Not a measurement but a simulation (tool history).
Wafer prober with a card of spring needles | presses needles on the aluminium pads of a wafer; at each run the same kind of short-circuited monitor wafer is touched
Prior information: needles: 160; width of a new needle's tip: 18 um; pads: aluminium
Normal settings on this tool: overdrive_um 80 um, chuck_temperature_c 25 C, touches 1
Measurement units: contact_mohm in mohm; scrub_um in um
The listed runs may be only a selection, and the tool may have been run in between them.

run	day	overdrive_um	chuck_temperature_c	touches	contact_mohm	scrub_um
1	0.000	80	25	1	286	14.25
2	0.579	80	25	1	462	14.25
3	1.025	66	25	1	658	11.73
# day 1.158: tips cleaned on abrasive film
4	1.746	80	25	1	488	14.24
# day 2.271: tips cleaned on abrasive film
5	2.404	80	31	1	344	14.10
6	3.138	80	31	1	512	14.16
# day 3.392: tips cleaned on abrasive film
7	3.783	80	31	1	433	14.18
# day 4.512: tips cleaned on abrasive film
8	4.579	80	31	1	318	14.21
9	4.942	80	31	1	439	14.25
10	5.521	80	25	1	533	14.10
# day 5.646: tips cleaned on abrasive film
11	6.100	80	25	1	451	14.15
12	6.450	80	25	1	524	14.15
# day 6.767: tips cleaned on abrasive film
13	7.150	80	25	1	437	14.21
14	7.558	80	25	1	522	14.21
# day 7.904: tips cleaned on abrasive film
15	8.183	80	25	1	406	14.09
16	8.721	80	25	1	524	14.29
# day 9.062: tips cleaned on abrasive film
17	9.479	80	25	1	440	14.17
18	9.900	62	25	2	519	11.03
# day 9.975: height of the first contact set anew
# day 10.229: tips cleaned on abrasive film
19	10.704	76	25	1	488	13.38
# day 11.379: tips cleaned on abrasive film
20	11.421	95	122	1	326	16.75
21	12.196	95	122	1	453	16.83
# day 12.504: tips cleaned on abrasive film
22	12.712	80	25	2	337	14.10
23	13.458	80	25	2	443	14.08
# day 13.646: tips cleaned on abrasive film
# day 13.867: height of the first contact set anew, once more
24	13.979	87	65	1	402	15.67
25	14.504	86	66	2	407	15.50
# day 14.804: tips cleaned on abrasive film
26	15.071	80	64	1	412	14.44
27	15.742	83	101	2	425	14.83
# day 15.908: tips cleaned on abrasive film
28	16.412	69	101	1	526	12.30
# day 17.029: tips cleaned on abrasive film
29	17.029	64	42	1	314	11.45
30	17.383	80	25	2	362	14.34
31	17.942	80	35	2	428	14.35
# day 18.154: tips cleaned on abrasive film
32	18.312	78	98	2	344	13.97
33	18.838	80	25	2	404	14.32
# day 19.279: tips cleaned on abrasive film
34	19.600	90	32	1	400	16.04

Predict each of these 4 candidate next runs independently; none follows another, all start after run 34:
A	20.312	90	32	2	?	?
B	20.312	64	113	1	?	?
C	20.312	90	32	1	?	?
D	20.312	63	51	2	?	?

run	contact_mohm	scrub_um
A	401	16.17
B	664	11.50
C	486	16.14
D	539	11.32
Had the tool no hidden state, the same runs would have come out as:
run	contact_mohm	scrub_um
A	269	16.22
B	301	11.55
C	268	16.19
D	287	11.37
